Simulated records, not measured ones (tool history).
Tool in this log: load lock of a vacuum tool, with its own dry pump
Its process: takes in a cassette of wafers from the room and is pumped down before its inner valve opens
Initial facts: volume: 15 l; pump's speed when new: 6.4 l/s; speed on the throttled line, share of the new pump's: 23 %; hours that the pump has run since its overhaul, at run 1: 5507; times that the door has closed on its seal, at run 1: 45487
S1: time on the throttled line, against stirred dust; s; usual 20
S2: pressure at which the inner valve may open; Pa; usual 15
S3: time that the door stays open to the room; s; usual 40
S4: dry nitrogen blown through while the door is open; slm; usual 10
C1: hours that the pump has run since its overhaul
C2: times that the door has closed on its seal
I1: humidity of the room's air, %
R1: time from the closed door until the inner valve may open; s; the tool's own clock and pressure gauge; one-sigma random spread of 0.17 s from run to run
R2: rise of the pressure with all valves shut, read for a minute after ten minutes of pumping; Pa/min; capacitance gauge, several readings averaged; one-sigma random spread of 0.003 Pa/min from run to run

Run 1, hour 0: usual settings; C1 5507; C2 45487; I1 41.5. Result: R1 37.5 s, R2 0.277 Pa/min.
Run 2, hour 411.6: usual settings but S4 5 slm; C1 5919; C2 47274; I1 43.5. Result: R1 37.5 s, R2 0.304 Pa/min.
Run 3, hour 925.3: usual settings; C1 6433; C2 49503; I1 43.6. Result: R1 37.6 s, R2 0.314 Pa/min.
Run 4, hour 1185.6: usual settings; C1 6693; C2 50633; I1 50.2. Result: R1 37.6 s, R2 0.329 Pa/min.
Run 5, hour 1657.8: usual settings but S3 164 s; C1 7165; C2 52682; I1 45.8. Result: R1 37.3 s, R2 0.368 Pa/min.
Run 6, hour 2120.7: usual settings but S3 100 s; C1 7628; C2 54691; I1 48.6. Result: R1 38 s, R2 0.38 Pa/min.
Run 7, hour 2625.7: usual settings but S3 100 s; C1 8133; C2 56883; I1 44.5. Result: R1 37.7 s, R2 0.393 Pa/min.
Run 8, hour 2850.1: usual settings; C1 8357; C2 57856; I1 44.7. Result: R1 38 s, R2 0.388 Pa/min.
Run 9, hour 3173.4: usual settings; C1 8681; C2 59260; I1 43.6. Result: R1 38 s, R2 0.392 Pa/min.
Run 10, hour 3530.7: usual settings but S3 27 s; C1 9038; C2 60810; I1 46.5. Result: R1 38.2 s, R2 0.41 Pa/min.
Run 11, hour 4035.3: usual settings but S1 17 s; C1 9543; C2 63000; I1 49.4. Result: R1 36 s, R2 0.43 Pa/min.
Run 12, hour 4384.3: usual settings but S1 17 s; C1 9892; C2 64515; I1 46. Result: R1 36.1 s, R2 0.447 Pa/min.
Run 13, hour 4612.7: usual settings but S1 17 s; C1 10120; C2 65506; I1 43. Result: R1 36.2 s, R2 0.457 Pa/min.
Run 14, hour 4829.9: usual settings; C1 10337; C2 66449; I1 44. Result: R1 38.6 s, R2 0.464 Pa/min.
Run 15, hour 5065.1: usual settings; C1 10572; C2 67469; I1 44.7. Result: R1 38.7 s, R2 0.481 Pa/min.
Run 16, hour 5289.8: usual settings; C1 10797; C2 68445; I1 46.7. Result: R1 38.7 s, R2 0.486 Pa/min.
Run 17, hour 5607: usual settings but S1 11 s, S2 24 Pa, S3 101 s, S4 23 slm; C1 11114; C2 69821; I1 45.9. Result: R1 30.9 s, R2 0.49 Pa/min.
Run 18, hour 5934.7: usual settings but S1 11 s, S2 11 Pa, S3 101 s, S4 23 slm; C1 11442; C2 71244; I1 49.4. Result: R1 33 s, R2 0.509 Pa/min.
Run 19, hour 6173.3: usual settings but S1 11 s, S2 11 Pa, S3 39 s, S4 23 slm; C1 11681; C2 72279; I1 43.5. Result: R1 33.3 s, R2 0.506 Pa/min.
Run 20, hour 6514.7: usual settings but S2 17 Pa, S4 38 slm; C1 12022; C2 73761; I1 46.2. Result: R1 38.7 s, R2 0.517 Pa/min.
Run 21, hour 6902.2: usual settings but S2 25 Pa, S3 27 s, S4 17 slm; C1 12410; C2 75442; I1 45.8. Result: R1 37.5 s, R2 0.547 Pa/min.
Run 22, hour 7158: usual settings but S1 13 s, S2 25 Pa, S3 27 s, S4 13 slm; C1 12665; C2 76553; I1 44.8. Result: R1 32.6 s, R2 0.552 Pa/min.

Forecast run 23:
At hour 7368: door's seal changed, seat wiped.
Run 23, hour 7453.6: usual settings but S1 13 s, S2 25 Pa, S3 27 s, S4 13 slm; C1 12959; C2 372; I1 45.5. Result: R1 ?, R2 ?.

R1: 32.7 s
R2: 0.044 Pa/min
Had the tool carried no hidden state, the very same run would have given R1 29.4 s, R2 0.04 Pa/min.

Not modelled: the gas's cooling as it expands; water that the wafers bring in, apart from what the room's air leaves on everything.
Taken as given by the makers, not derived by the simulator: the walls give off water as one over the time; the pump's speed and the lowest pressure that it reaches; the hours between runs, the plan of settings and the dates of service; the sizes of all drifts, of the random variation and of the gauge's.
